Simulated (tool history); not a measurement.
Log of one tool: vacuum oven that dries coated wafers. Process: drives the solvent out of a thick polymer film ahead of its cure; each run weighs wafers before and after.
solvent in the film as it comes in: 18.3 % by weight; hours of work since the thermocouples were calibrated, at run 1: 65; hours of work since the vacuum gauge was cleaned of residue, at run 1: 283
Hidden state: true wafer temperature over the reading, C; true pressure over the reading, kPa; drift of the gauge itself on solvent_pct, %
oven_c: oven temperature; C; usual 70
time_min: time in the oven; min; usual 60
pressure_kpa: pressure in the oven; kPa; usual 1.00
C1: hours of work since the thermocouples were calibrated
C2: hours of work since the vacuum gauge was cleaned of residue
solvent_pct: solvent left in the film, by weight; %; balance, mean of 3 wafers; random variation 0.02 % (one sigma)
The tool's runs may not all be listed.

Run 1, hour 0.0: usual settings; C1 65; C2 283. Result: solvent_pct 1.48 %.
Run 2, hour 15.9: usual settings but pressure_kpa 1.87 kPa; C1 77; C2 296. Result: solvent_pct 1.77 %.
Run 3, hour 36.1: usual settings but pressure_kpa 1.87 kPa; C1 93; C2 311. Result: solvent_pct 1.77 %.
Run 4, hour 59.9: usual settings but pressure_kpa 1.87 kPa; C1 112; C2 330. Result: solvent_pct 1.78 %.
Run 5, hour 71.3: usual settings but pressure_kpa 1.87 kPa; C1 120; C2 339. Result: solvent_pct 1.78 %.
Run 6, hour 94.7: usual settings but pressure_kpa 1.87 kPa; C1 139; C2 357. Result: solvent_pct 1.82 %.
Run 7, hour 112.5: usual settings but pressure_kpa 1.87 kPa; C1 152; C2 370. Result: solvent_pct 1.79 %.
Run 8, hour 129.5: usual settings but pressure_kpa 1.87 kPa; C1 166; C2 384. Result: solvent_pct 1.81 %.
Run 9, hour 147.6: usual settings but pressure_kpa 1.87 kPa; C1 180; C2 398. Result: solvent_pct 1.81 %.
Run 10, hour 161.6: usual settings but pressure_kpa 1.87 kPa; C1 190; C2 409. Result: solvent_pct 1.84 %.
Run 11, hour 183.5: usual settings; C1 207; C2 426. Result: solvent_pct 1.52 %.
Run 12, hour 200.8: usual settings but pressure_kpa 0.58 kPa; C1 221; C2 439. Result: solvent_pct 1.44 %.
Run 13, hour 221.7: usual settings but time_min 83 min, pressure_kpa 0.58 kPa; C1 237; C2 455. Result: solvent_pct 0.74 %.
At hour 224.2: vacuum gauge cleaned of residue and calibrated.
Run 14, hour 247.6: usual settings but oven_c 60 C, pressure_kpa 2.65 kPa; C1 256; C2 18. Result: solvent_pct 4.79 %.
Run 15, hour 260.2: usual settings but oven_c 60 C, time_min 59 min, pressure_kpa 1.35 kPa; C1 266; C2 28. Result: solvent_pct 4.38 %.
Run 16, hour 270.2: usual settings but oven_c 66 C, time_min 74 min, pressure_kpa 0.94 kPa; C1 274; C2 36. Result: solvent_pct 1.69 %.
Run 17, hour 285.4: usual settings but time_min 102 min, pressure_kpa 1.58 kPa; C1 285; C2 47. Result: solvent_pct 0.80 %.
At hour 289.2: vacuum gauge cleaned of residue and calibrated, once more.
Run 18, hour 306.9: usual settings but oven_c 68 C, time_min 102 min, pressure_kpa 2.66 kPa; C1 301; C2 14. Result: solvent_pct 1.27 %.
Run 19, hour 321.9: usual settings but oven_c 68 C, time_min 102 min, pressure_kpa 2.66 kPa; C1 312; C2 25. Result: solvent_pct 1.27 %.
Run 20, hour 334.1: usual settings but oven_c 76 C, pressure_kpa 1.21 kPa; C1 322; C2 35. Result: solvent_pct 0.79 %.
Run 21, hour 356.9: usual settings but oven_c 76 C, time_min 56 min, pressure_kpa 1.21 kPa; C1 340; C2 52. Result: solvent_pct 0.90 %.
Run 22, hour 373.2: usual settings but oven_c 81 C, time_min 35 min, pressure_kpa 1.58 kPa; C1 352; C2 65. Result: solvent_pct 1.38 %.
Run 23, hour 392.7: usual settings but oven_c 81 C, time_min 35 min, pressure_kpa 1.58 kPa; C1 367; C2 80. Result: solvent_pct 1.39 %.
Run 24, hour 406.1: usual settings but oven_c 78 C, time_min 42 min, pressure_kpa 3.90 kPa; C1 378; C2 91. Result: solvent_pct 1.88 %.
Run 25, hour 418.6: usual settings but oven_c 65 C, time_min 66 min; C1 387; C2 100. Result: solvent_pct 2.32 %.

3 ways to go on from here, each from the tool as it stands after run 25. What would each give?
Run A, hour 430.4: usual settings but oven_c 59 C, time_min 34 min, pressure_kpa 1.87 kPa; C1 397; C2 109. Result: solvent_pct ?.
Run B, hour 430.4: usual settings but oven_c 65 C, time_min 59 min; C1 397; C2 109. Result: solvent_pct ?.
Run C, hour 430.4: usual settings but oven_c 65 C, time_min 66 min, pressure_kpa 1.85 kPa; C1 397; C2 109. Result: solvent_pct ?.

run  solvent_pct
  A         7.70
  B         2.82
  C         2.65
Without the tool's hidden state the same runs would have given:
run  solvent_pct
  A         7.44
  B         2.60
  C         2.45
